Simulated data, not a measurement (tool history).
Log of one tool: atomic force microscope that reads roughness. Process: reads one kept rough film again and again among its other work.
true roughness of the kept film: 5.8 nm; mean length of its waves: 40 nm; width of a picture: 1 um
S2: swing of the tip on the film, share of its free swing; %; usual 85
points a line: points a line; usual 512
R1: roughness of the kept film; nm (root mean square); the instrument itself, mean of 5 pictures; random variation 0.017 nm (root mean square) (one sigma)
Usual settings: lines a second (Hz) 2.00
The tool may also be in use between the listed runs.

{"run": 1, "hour": 0.0, "lines a second (Hz)": 2.0, "S2": 85, "points a line": 512, "R1": 4.006}
{"run": 2, "hour": 74.4, "lines a second (Hz)": 2.0, "S2": 85, "points a line": 512, "R1": 4.016}
{"run": 3, "hour": 125.1, "lines a second (Hz)": 2.0, "S2": 85, "points a line": 512, "R1": 4.006}
{"hour": 129.3, "done": "new tip fitted"}
{"run": 4, "hour": 173.2, "lines a second (Hz)": 2.0, "S2": 73, "points a line": 512, "R1": 4.453}
{"run": 5, "hour": 215.6, "lines a second (Hz)": 2.0, "S2": 73, "points a line": 512, "R1": 4.45}
{"run": 6, "hour": 256.1, "lines a second (Hz)": 2.0, "S2": 73, "points a line": 512, "R1": 4.425}
{"hour": 261.5, "done": "new tip fitted"}
{"run": 7, "hour": 309.9, "lines a second (Hz)": 2.0, "S2": 73, "points a line": 512, "R1": 4.434}
{"run": 8, "hour": 375.3, "lines a second (Hz)": 2.0, "S2": 73, "points a line": 512, "R1": 4.453}
{"hour": 391.1, "done": "new tip fitted"}
{"run": 9, "hour": 452.6, "lines a second (Hz)": 2.0, "S2": 85, "points a line": 512, "R1": 3.992}
{"hour": 522.3, "done": "new tip fitted"}
{"run": 10, "hour": 528.3, "lines a second (Hz)": 2.0, "S2": 85, "points a line": 512, "R1": 4.034}
{"run": 11, "hour": 582.2, "lines a second (Hz)": 0.55, "S2": 85, "points a line": 512, "R1": 4.706}
{"run": 12, "hour": 628.9, "lines a second (Hz)": 0.55, "S2": 64, "points a line": 512, "R1": 4.936}
{"hour": 653.4, "done": "new tip fitted"}
{"run": 13, "hour": 688.6, "lines a second (Hz)": 0.55, "S2": 64, "points a line": 512, "R1": 4.948}
{"run": 14, "hour": 758.8, "lines a second (Hz)": 2.0, "S2": 62, "points a line": 512, "R1": 4.724}
{"hour": 782.3, "done": "new tip fitted"}
{"run": 15, "hour": 817.7, "lines a second (Hz)": 2.0, "S2": 62, "points a line": 512, "R1": 4.706}
{"run": 16, "hour": 855.3, "lines a second (Hz)": 2.0, "S2": 62, "points a line": 333, "R1": 4.709}
{"hour": 914.3, "done": "new tip fitted"}
{"run": 17, "hour": 920.9, "lines a second (Hz)": 0.79, "S2": 62, "points a line": 333, "R1": 4.916}
{"run": 18, "hour": 958.1, "lines a second (Hz)": 2.0, "S2": 85, "points a line": 788, "R1": 4.026}
{"run": 19, "hour": 1013.2, "lines a second (Hz)": 2.0, "S2": 84, "points a line": 512, "R1": 4.016}
{"hour": 1044.6, "done": "new tip fitted"}
{"run": 20, "hour": 1071.3, "lines a second (Hz)": 2.0, "S2": 59, "points a line": 347, "R1": 4.741}
{"run": 21, "hour": 1111.4, "lines a second (Hz)": 2.0, "S2": 59, "points a line": 347, "R1": 4.72}
{"hour": 1176.5, "done": "new tip fitted"}
{"run": 22, "hour": 1179.4, "lines a second (Hz)": 2.0, "S2": 59, "points a line": 347, "R1": 4.743}
{"hour": 1206.3, "done": "height scale calibrated on a step standard"}
{"run": 23, "hour": 1250.0, "lines a second (Hz)": 2.0, "S2": 73, "points a line": 550, "R1": 4.445}
{"hour": 1306.7, "done": "new tip fitted"}
{"run": 24, "hour": 1318.9, "lines a second (Hz)": 0.55, "S2": 74, "points a line": 410, "R1": 4.853}
{"run": 25, "hour": 1392.0, "lines a second (Hz)": 1.2, "S2": 74, "points a line": 670, "R1": 4.66}
{"hour": 1438.0, "done": "new tip fitted"}
{"run": 26, "hour": 1456.4, "lines a second (Hz)": 1.2, "S2": 74, "points a line": 670, "R1": 4.655}
{"run": 27, "hour": 1511.6, "lines a second (Hz)": 1.14, "S2": 74, "points a line": 921, "R1": 4.675}
{"hour": 1569.2, "done": "new tip fitted"}
{"run": 28, "hour": 1569.2, "lines a second (Hz)": 0.54, "S2": 74, "points a line": 580, "R1": 4.824}
{"run": 29, "hour": 1607.7, "lines a second (Hz)": 1.13, "S2": 85, "points a line": 260, "R1": 4.344}
{"run": 30, "hour": 1680.8, "lines a second (Hz)": 1.65, "S2": 85, "points a line": 259, "R1": 4.107}
{"hour": 1701.8, "done": "new tip fitted"}
{"run": 31, "hour": 1755.4, "lines a second (Hz)": 0.92, "S2": 61, "points a line": 409, "R1": 4.922}

3 ways to go on from here, each from the tool as it stands after run 31. What would each give?
{"run": "A", "hour": 1802.1, "lines a second (Hz)": 0.69, "S2": 72, "points a line": 758, "R1": "?"}
{"run": "B", "hour": 1802.1, "lines a second (Hz)": 1.34, "S2": 70, "points a line": 348, "R1": "?"}
{"run": "C", "hour": 1802.1, "lines a second (Hz)": 2.47, "S2": 61, "points a line": 484, "R1": "?"}

run=A R1=4.827
run=B R1=4.680
run=C R1=4.668
Without the tool's hidden state the same runs would have given:
run=A R1=4.844
run=B R1=4.696
run=C R1=4.684

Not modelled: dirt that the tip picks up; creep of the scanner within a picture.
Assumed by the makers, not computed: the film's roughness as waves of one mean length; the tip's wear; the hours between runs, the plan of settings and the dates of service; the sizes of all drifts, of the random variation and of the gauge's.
